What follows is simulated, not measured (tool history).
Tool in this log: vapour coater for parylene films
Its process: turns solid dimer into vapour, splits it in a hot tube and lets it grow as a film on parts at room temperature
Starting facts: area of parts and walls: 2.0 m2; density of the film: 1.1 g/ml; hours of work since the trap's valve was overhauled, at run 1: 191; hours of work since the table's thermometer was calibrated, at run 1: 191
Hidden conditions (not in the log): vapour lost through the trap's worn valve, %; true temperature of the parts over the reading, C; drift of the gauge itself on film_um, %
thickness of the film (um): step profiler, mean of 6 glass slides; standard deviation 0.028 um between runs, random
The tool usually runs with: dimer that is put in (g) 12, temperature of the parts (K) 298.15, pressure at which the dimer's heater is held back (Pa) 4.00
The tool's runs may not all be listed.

run,hour,dimer that is put in (g),temperature of the parts (K),pressure at which the dimer's heater is held back (Pa),hours of work since the trap's valve was overhauled,hours of work since the table's thermometer was calibrated,thickness of the film (um)
1,0.0,12,298.15,4.00,191,191,2.74
2,12.1,12,298.15,4.00,198,198,2.69
3,29.0,12,298.15,4.00,206,206,2.76
4,47.9,12,300.15,4.00,216,216,2.57
5,66.1,12,300.15,10.72,226,226,2.34
6,76.1,12,298.15,4.00,231,231,2.65
7,85.1,12,298.15,4.00,236,236,2.69
8,97.1,12,298.15,4.00,242,242,2.70
9,111.0,12,293.15,4.00,249,249,3.17
10,121.3,12,300.15,4.00,255,255,2.51
11,137.8,7,298.15,2.70,263,263,1.61
12,158.3,11,298.15,4.00,274,274,2.43
13,170.1,13,298.15,9.14,280,280,2.67
14,185.8,18,298.15,4.13,288,288,3.97
15,204.7,18,298.15,4.13,298,298,3.97
16,219.2,11,309.15,4.13,306,306,1.65
17,239.8,5,291.15,6.10,317,317,1.36

Branching from run 17: 4 alternative next runs. What would each branch give?
A,252.2,14,302.15,6.49,323,323,?
B,252.2,14,291.15,2.76,323,323,?
C,252.2,12,298.15,2.26,323,323,?
D,252.2,6,308.15,2.24,323,323,?

run,thickness of the film (um)
A,2.62
B,4.03
C,2.77
D,1.02
Had the tool no hidden state, the same runs would have come out as:
run,thickness of the film (um)
A,2.77
B,4.26
C,2.93
D,1.07
